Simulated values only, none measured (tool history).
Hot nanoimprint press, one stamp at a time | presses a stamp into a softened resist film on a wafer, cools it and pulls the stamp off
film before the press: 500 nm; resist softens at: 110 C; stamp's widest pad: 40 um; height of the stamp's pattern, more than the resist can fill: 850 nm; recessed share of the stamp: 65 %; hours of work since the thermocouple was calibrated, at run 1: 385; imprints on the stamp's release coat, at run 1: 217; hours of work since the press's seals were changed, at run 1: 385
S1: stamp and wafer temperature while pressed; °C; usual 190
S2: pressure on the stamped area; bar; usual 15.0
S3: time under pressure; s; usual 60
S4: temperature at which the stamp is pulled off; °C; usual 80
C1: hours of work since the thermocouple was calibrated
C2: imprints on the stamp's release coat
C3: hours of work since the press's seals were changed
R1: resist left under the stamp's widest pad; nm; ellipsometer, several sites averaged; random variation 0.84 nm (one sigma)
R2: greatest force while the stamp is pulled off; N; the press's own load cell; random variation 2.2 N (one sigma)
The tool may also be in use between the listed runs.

run	day	S1	S2	S3	S4	C1	C2	C3	R1	R2
1	0.000	190	15.0	60	80	385	217	385	198.2	130
2	3.058	190	15.0	60	80	439	542	439	197.0	144
# day 4.342: stamp cleaned and given a new release coat
3	5.946	190	15.0	60	80	485	170	485	194.5	129
# day 8.471: press's hydraulic seals changed and the load cell set to zero
# day 8.771: plate thermocouple calibrated
4	9.783	190	15.0	60	80	18	528	21	187.4	134
# day 11.317: stamp cleaned and given a new release coat
5	12.471	190	15.0	60	80	61	123	64	186.4	123
6	15.108	190	15.0	60	80	107	403	110	186.6	130
7	16.529	190	15.0	60	81	132	554	135	184.7	132
# day 17.817: stamp cleaned and given a new release coat
8	20.117	190	15.0	60	81	190	244	193	184.1	123
9	21.512	190	15.0	60	81	215	393	218	184.3	123
# day 24.154: plate thermocouple calibrated, once more
# day 24.404: stamp cleaned and given a new release coat
10	24.796	190	15.0	60	81	7	41	269	205.6	123
11	27.625	190	15.0	60	81	56	341	319	206.0	130
12	29.404	190	15.0	60	80	88	530	350	205.9	145
# day 30.800: stamp cleaned and given a new release coat
13	31.204	190	15.0	60	80	115	43	377	204.1	123
14	33.967	190	15.0	60	80	163	336	425	203.4	139
15	36.683	190	15.0	75	76	211	625	473	184.2	167
# day 37.217: stamp cleaned and given a new release coat
16	39.288	190	15.0	75	76	252	219	515	184.7	147
# day 40.088: press's hydraulic seals changed and the load cell set to zero
17	42.271	190	9.6	113	80	299	500	38	189.7	140
# day 44.104: stamp cleaned and given a new release coat
18	45.808	190	9.6	113	80	357	181	96	188.5	130
19	49.154	190	11.8	31	74	415	536	155	276.3	158
# day 50.642: stamp cleaned and given a new release coat
20	52.179	190	11.8	31	74	464	163	203	276.4	142
21	55.054	190	11.5	60	67	514	468	254	217.8	184
# day 55.904: plate thermocouple calibrated
22	56.858	190	14.1	62	80	17	646	283	211.0	150
# day 57.312: stamp cleaned and given a new release coat
23	58.558	184	20.9	51	84	42	132	309	228.7	118
24	61.229	190	22.0	71	75	89	416	356	160.0	155
# day 63.912: stamp cleaned and given a new release coat
25	64.354	197	22.0	71	75	139	47	406	127.2	142
26	65.812	190	15.0	36	80	165	201	432	247.5	135
27	69.075	190	15.0	36	80	222	548	489	246.1	141
# day 70.312: stamp cleaned and given a new release coat
# day 71.679: press's hydraulic seals changed and the load cell set to zero
28	72.821	190	15.0	36	80	278	231	20	241.6	128

4 ways to go on from here, each from the tool as it stands after run 28. What would each give?
A	75.154	197	19.4	60	80	319	479	61	?	?
B	75.154	190	17.4	34	68	319	479	61	?	?
C	75.154	198	17.4	60	83	319	479	61	?	?
D	75.154	193	15.0	32	80	319	479	61	?	?

run	R1	R2
A	140.2	145
B	228.5	180
C	143.8	131
D	230.7	142
Without the tool's hidden state the same runs would have given:
run	R1	R2
A	145.7	130
B	236.9	160
C	149.3	117
D	239.0	126

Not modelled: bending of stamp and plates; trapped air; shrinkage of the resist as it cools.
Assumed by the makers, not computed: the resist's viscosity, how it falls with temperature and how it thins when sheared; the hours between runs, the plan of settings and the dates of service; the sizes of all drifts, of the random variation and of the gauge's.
